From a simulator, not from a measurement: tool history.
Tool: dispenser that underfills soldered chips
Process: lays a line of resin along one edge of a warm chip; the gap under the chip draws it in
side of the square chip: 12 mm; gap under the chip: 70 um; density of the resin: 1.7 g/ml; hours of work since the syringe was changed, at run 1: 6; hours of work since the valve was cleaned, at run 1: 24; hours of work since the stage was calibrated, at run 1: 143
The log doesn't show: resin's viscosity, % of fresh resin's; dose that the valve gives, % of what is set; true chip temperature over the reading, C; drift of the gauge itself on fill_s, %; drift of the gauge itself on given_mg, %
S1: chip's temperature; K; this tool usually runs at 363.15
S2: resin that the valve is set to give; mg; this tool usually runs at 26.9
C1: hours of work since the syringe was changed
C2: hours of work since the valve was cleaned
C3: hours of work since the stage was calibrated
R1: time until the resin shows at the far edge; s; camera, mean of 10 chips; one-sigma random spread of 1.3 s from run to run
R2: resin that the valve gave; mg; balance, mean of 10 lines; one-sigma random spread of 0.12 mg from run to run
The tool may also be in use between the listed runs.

run	hour	S1	S2	C1	C2	C3	R1	R2
1	0.0	363.15	26.9	6	24	143	168.8	26.32
# hour 6.2: new syringe of resin
2	12.4	363.15	26.9	4	32	152	149.0	26.31
3	20.5	363.15	26.9	10	38	157	200.7	26.30
# hour 21.9: new syringe of resin
4	31.1	363.15	26.9	6	45	164	167.0	26.16
# hour 36.6: new syringe of resin
5	36.9	363.15	26.9	0	49	168	127.8	25.86
6	49.0	363.15	31.6	9	57	177	184.5	30.60
# hour 52.0: new syringe of resin
7	62.2	374.15	31.6	7	66	186	114.5	30.27
# hour 67.2: new syringe of resin
8	70.9	374.15	31.6	3	72	191	90.3	30.15
9	78.0	374.15	31.6	8	77	196	117.7	30.09
# hour 82.8: new syringe of resin
10	91.0	374.15	31.6	6	86	205	106.1	29.94
# hour 98.0: new syringe of resin
11	100.5	370.15	26.9	2	92	212	104.5	25.11
12	107.7	363.15	26.9	7	97	217	170.8	25.18
# hour 112.9: new syringe of resin
13	113.8	363.15	26.9	1	101	221	128.5	25.21
14	121.8	363.15	26.9	6	107	226	167.3	25.14
# hour 127.9: new syringe of resin
15	130.8	363.15	26.8	2	113	232	140.6	24.85
16	136.0	363.15	26.1	6	116	236	164.7	24.09
17	141.5	356.15	26.9	9	120	240	267.0	24.95
# hour 142.9: new syringe of resin
# hour 146.6: dispensing valve cleaned and set on the balance
18	154.4	356.15	26.9	7	5	248	236.0	26.85
# hour 158.7: new syringe of resin
19	164.9	362.15	25.1	4	13	255	159.7	24.91
# hour 174.3: new syringe of resin
20	176.7	370.15	25.2	2	21	263	104.4	24.64
21	182.9	376.15	34.8	6	25	267	100.0	34.32
# hour 189.8: new syringe of resin
22	193.9	358.15	26.9	3	32	275	172.9	26.39
23	200.8	366.15	23.9	8	37	279	166.0	23.17
# hour 204.9: new syringe of resin
24	206.7	364.15	31.4	1	41	283	125.3	30.53
25	218.1	374.15	31.4	9	49	291	126.1	30.68
# hour 219.6: new syringe of resin
26	231.1	351.15	24.4	8	58	300	304.4	23.40
# hour 234.7: new syringe of resin
27	241.5	360.15	26.9	5	65	307	174.4	25.63

Selected run-to-run steps in R1, each split into two signed amounts: the part the tool would show with no hidden state at all (from settings, incoming material and random variation), and the remainder, which goes to the hidden state together with any gauge scatter not common to the measured and the hidden-state-free results:
Run 5 -> 6: S2 26.9 -> 31.6. R1 +56.7 s: hidden state +62.5, all else -5.8.
Run 25 -> 26: S1 374.15 -> 351.15, S2 31.4 -> 24.4, new syringe of resin. R1 +178.3 s: hidden state +50.2, all else +128.1.
Run 26 -> 27: S1 351.15 -> 360.15, S2 24.4 -> 26.9, new syringe of resin. R1 -130.0 s: hidden state -62.7, all else -67.3.

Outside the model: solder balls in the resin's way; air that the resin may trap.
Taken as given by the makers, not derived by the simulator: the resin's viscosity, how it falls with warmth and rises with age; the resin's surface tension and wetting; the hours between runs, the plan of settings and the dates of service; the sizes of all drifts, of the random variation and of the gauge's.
